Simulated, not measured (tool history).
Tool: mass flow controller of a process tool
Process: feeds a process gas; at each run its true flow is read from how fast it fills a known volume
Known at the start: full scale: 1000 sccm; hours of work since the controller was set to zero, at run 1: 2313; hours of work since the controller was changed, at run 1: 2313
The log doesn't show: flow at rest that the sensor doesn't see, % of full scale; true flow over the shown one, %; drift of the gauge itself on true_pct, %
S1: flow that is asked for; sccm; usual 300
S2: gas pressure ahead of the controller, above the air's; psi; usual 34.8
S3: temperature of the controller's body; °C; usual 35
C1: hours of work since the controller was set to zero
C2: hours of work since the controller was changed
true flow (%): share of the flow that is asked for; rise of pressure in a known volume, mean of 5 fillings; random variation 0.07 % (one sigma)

Run 1, day 0.000: usual settings; C1 2313; C2 2313. Result: true flow (%) 97.51.
Run 2, day 11.738: usual settings but S3 21 °C; C1 2537; C2 2537. Result: true flow (%) 98.49.
Run 3, day 35.262: usual settings but S2 24.8 psi; C1 2986; C2 2986. Result: true flow (%) 97.99.
Run 4, day 51.179: usual settings but S2 24.8 psi; C1 3290; C2 3290. Result: true flow (%) 98.02.
Run 5, day 68.175: usual settings but S2 23.4 psi; C1 3614; C2 3614. Result: true flow (%) 98.31.
Run 6, day 87.233: usual settings; C1 3978; C2 3978. Result: true flow (%) 98.08.
Run 7, day 102.471: usual settings; C1 4269; C2 4269. Result: true flow (%) 98.21.
Run 8, day 126.196: usual settings; C1 4722; C2 4722. Result: true flow (%) 98.22.
Run 9, day 150.183: usual settings but S2 35.2 psi; C1 5179; C2 5179. Result: true flow (%) 98.57.
Run 10, day 164.146: usual settings but S2 35.2 psi; C1 5446; C2 5446. Result: true flow (%) 98.71.
Run 11, day 174.446: usual settings but S3 33 °C; C1 5643; C2 5643. Result: true flow (%) 98.81.
Run 12, day 196.975: usual settings but S3 33 °C; C1 6073; C2 6073. Result: true flow (%) 98.95.
At day 210.638: controller exchanged for a calibrated one.
Run 13, day 219.725: usual settings but S3 33 °C; C1 173; C2 173. Result: true flow (%) 96.96.
Run 14, day 243.762: usual settings but S3 33 °C; C1 632; C2 632. Result: true flow (%) 96.96.
Run 15, day 258.292: usual settings but S2 23.9 psi; C1 910; C2 910. Result: true flow (%) 97.36.
Run 16, day 279.729: usual settings but S2 23.9 psi; C1 1319; C2 1319. Result: true flow (%) 97.33.
Run 17, day 300.754: usual settings but S2 23.9 psi; C1 1720; C2 1720. Result: true flow (%) 97.46.
Run 18, day 316.479: usual settings but S2 23.9 psi; C1 2020; C2 2020. Result: true flow (%) 97.68.
Run 19, day 333.525: usual settings but S3 27 °C; C1 2345; C2 2345. Result: true flow (%) 98.01.
Run 20, day 356.279: usual settings; C1 2780; C2 2780. Result: true flow (%) 97.74.
Run 21, day 378.188: usual settings but S2 20.5 psi; C1 3198; C2 3198. Result: true flow (%) 98.11.
Run 22, day 396.096: usual settings but S2 20.5 psi, S3 31 °C; C1 3540; C2 3540. Result: true flow (%) 98.62.
Run 23, day 417.938: usual settings but S2 20.5 psi, S3 31 °C; C1 3956; C2 3956. Result: true flow (%) 98.87.
Run 24, day 428.812: usual settings; C1 4164; C2 4164. Result: true flow (%) 98.27.
Run 25, day 452.112: usual settings; C1 4609; C2 4609. Result: true flow (%) 98.36.
Run 26, day 465.471: usual settings; C1 4864; C2 4864. Result: true flow (%) 98.41.
Run 27, day 481.346: usual settings but S2 29.9 psi, S3 21 °C; C1 5167; C2 5167. Result: true flow (%) 99.58.
Run 28, day 501.679: usual settings but S2 29.9 psi, S3 21 °C; C1 5555; C2 5555. Result: true flow (%) 99.83.
Run 29, day 526.096: usual settings but S1 489 sccm, S2 22.2 psi; C1 6021; C2 6021. Result: true flow (%) 100.33.
At day 542.633: controller exchanged for a calibrated one.
Run 30, day 543.517: usual settings but S1 489 sccm, S2 22.2 psi; C1 17; C2 17. Result: true flow (%) 97.91.
At day 544.783: controller's zero set anew.
Run 31, day 565.150: usual settings but S1 489 sccm, S2 22.2 psi; C1 389; C2 429. Result: true flow (%) 98.02.
Run 32, day 580.988: usual settings but S3 40 °C; C1 691; C2 732. Result: true flow (%) 96.88.
Run 33, day 592.700: usual settings but S3 40 °C; C1 915; C2 955. Result: true flow (%) 96.93.
Run 34, day 616.162: usual settings but S3 40 °C; C1 1362; C2 1403. Result: true flow (%) 97.09.
Run 35, day 632.662: usual settings but S3 40 °C; C1 1677; C2 1718. Result: true flow (%) 97.15.
Run 36, day 652.462: usual settings but S1 419 sccm, S2 20.9 psi, S3 20 °C; C1 2055; C2 2096. Result: true flow (%) 99.38.
At day 657.933: controller's zero set anew, once more.
Run 37, day 670.025: usual settings but S1 111 sccm, S2 33.9 psi, S3 33 °C; C1 231; C2 2431. Result: true flow (%) 97.95.
Run 38, day 687.021: usual settings but S1 787 sccm, S2 24.5 psi, S3 36 °C; C1 555; C2 2755. Result: true flow (%) 100.48.
Run 39, day 710.042: usual settings but S1 192 sccm, S2 39.3 psi, S3 23 °C; C1 995; C2 3194. Result: true flow (%) 98.74.
Run 40, day 729.346: usual settings but S1 316 sccm, S2 39.2 psi, S3 21 °C; C1 1363; C2 3563. Result: true flow (%) 99.51.
Run 41, day 744.862: usual settings but S1 316 sccm, S2 39.2 psi, S3 21 °C; C1 1659; C2 3859. Result: true flow (%) 99.79.
Run 42, day 764.179: usual settings but S2 25.8 psi, S3 23 °C; C1 2028; C2 4228. Result: true flow (%) 99.94.
Run 43, day 782.712: usual settings but S2 25.8 psi, S3 23 °C; C1 2381; C2 4581. Result: true flow (%) 100.13.
Run 44, day 800.583: usual settings but S2 25.8 psi, S3 23 °C; C1 2723; C2 4922. Result: true flow (%) 100.24.
Run 45, day 821.838: usual settings but S1 882 sccm, S2 25.8 psi, S3 23 °C; C1 3128; C2 5328. Result: true flow (%) 102.80.
Run 46, day 832.212: usual settings but S1 882 sccm, S2 25.8 psi, S3 23 °C; C1 3326; C2 5526. Result: true flow (%) 102.87.
Run 47, day 847.804: usual settings but S1 882 sccm, S2 25.8 psi, S3 23 °C; C1 3624; C2 5824. Result: true flow (%) 103.16.
Run 48, day 863.629: usual settings but S1 882 sccm, S2 25.8 psi, S3 23 °C; C1 3926; C2 6126. Result: true flow (%) 103.32.

How the hidden state differs across the entries between the runs, from the last listed run before each to the first after it:
Between runs 12 and 13: controller exchanged for a calibrated one (day 210.638)
  flow at rest that the sensor doesn't see, % of full scale: -0.487 -> -0.026; true flow over the shown one, %: 3.49 -> -0.13
  measured less the result without the state, true flow (%): +1.87 -> -0.22
Between runs 29 and 30: controller exchanged for a calibrated one (day 542.633)
  flow at rest that the sensor doesn't see, % of full scale: -0.447 -> -0.036; true flow over the shown one, %: 3.47 -> 0.06
  measured less the result without the state, true flow (%): +2.56 -> -0.02
Between runs 30 and 31: controller's zero set anew (day 544.783)
  flow at rest that the sensor doesn't see, % of full scale: -0.036 -> -0.072; true flow over the shown one, %: 0.06 -> 0.3
  measured less the result without the state, true flow (%): -0.02 -> +0.15
Between runs 36 and 37: controller's zero set anew, once more (day 657.933)
  flow at rest that the sensor doesn't see, % of full scale: -0.188 -> -0.022; true flow over the shown one, %: 1.32 -> 1.51
  measured less the result without the state, true flow (%): +0.86 -> +1.32
